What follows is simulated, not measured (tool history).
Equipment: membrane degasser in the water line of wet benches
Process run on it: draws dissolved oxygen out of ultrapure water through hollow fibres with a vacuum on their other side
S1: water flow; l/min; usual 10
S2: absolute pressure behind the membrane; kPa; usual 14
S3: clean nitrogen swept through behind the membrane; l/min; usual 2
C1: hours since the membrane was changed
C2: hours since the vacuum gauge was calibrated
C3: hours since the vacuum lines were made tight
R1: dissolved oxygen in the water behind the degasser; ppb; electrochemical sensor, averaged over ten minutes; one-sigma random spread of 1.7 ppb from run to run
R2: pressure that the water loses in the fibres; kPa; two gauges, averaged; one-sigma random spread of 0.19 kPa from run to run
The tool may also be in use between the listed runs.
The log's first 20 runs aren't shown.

run    hour  S1    S2    S3    C1   C2    C3     R1     R2
 21   722.6   6    14     2  1662   83  2119   83.1  23.64
 22   745.5   8    14  0.92  1685  106  2142  235.2  31.06
 23     782  10  27.6  1.64  1721  142  2178  392.5  39.05
 24   823.7  10  27.6  1.64  1763  184  2220  387.6  38.77
 25   872.8   8  19.7  4.32  1812  233  2269   93.5   30.9
 26   907.2  13  19.7  4.32  1846  267  2304  234.5  50.68
 27   944.8  13  19.1  0.98  1884  305  2341  575.8  50.82
 28     985  13  19.1  0.98  1924  345  2381  580.2  51.11
 29  1026.9   7  19.1  0.98  1966  387  2423  273.3  27.33
 30  1057.6  12  21.2  4.36  1997  418  2454  212.2   47.1
 31  1086.1   6  19.9  1.62  2025  446  2482  154.2  23.39
 32    1107  10     9  1.69  2046  467  2503  127.3  39.18

4 ways to go on from here, each from the tool as it stands after run 32. What would each give?
  A  1140.2  15     9  3.75  2079  500  2537   ?   ?
  B  1140.2  10  31.4  1.69  2079  500  2537   ?   ?
  C  1140.2  12  34.2  1.69  2079  500  2537   ?   ?
  D  1140.2  10  10.4  5.34  2079  500  2537   ?   ?

run     R1     R2
  A    250  58.63
  B  432.9  39.32
  C    581  46.87
  D   78.9  39.16
Stripped of hidden state, with their random variation kept, the same runs would have yielded:
run     R1     R2
  A  237.3  57.59
  B  427.8  38.62
  C  573.3  46.03
  D   74.7  38.46

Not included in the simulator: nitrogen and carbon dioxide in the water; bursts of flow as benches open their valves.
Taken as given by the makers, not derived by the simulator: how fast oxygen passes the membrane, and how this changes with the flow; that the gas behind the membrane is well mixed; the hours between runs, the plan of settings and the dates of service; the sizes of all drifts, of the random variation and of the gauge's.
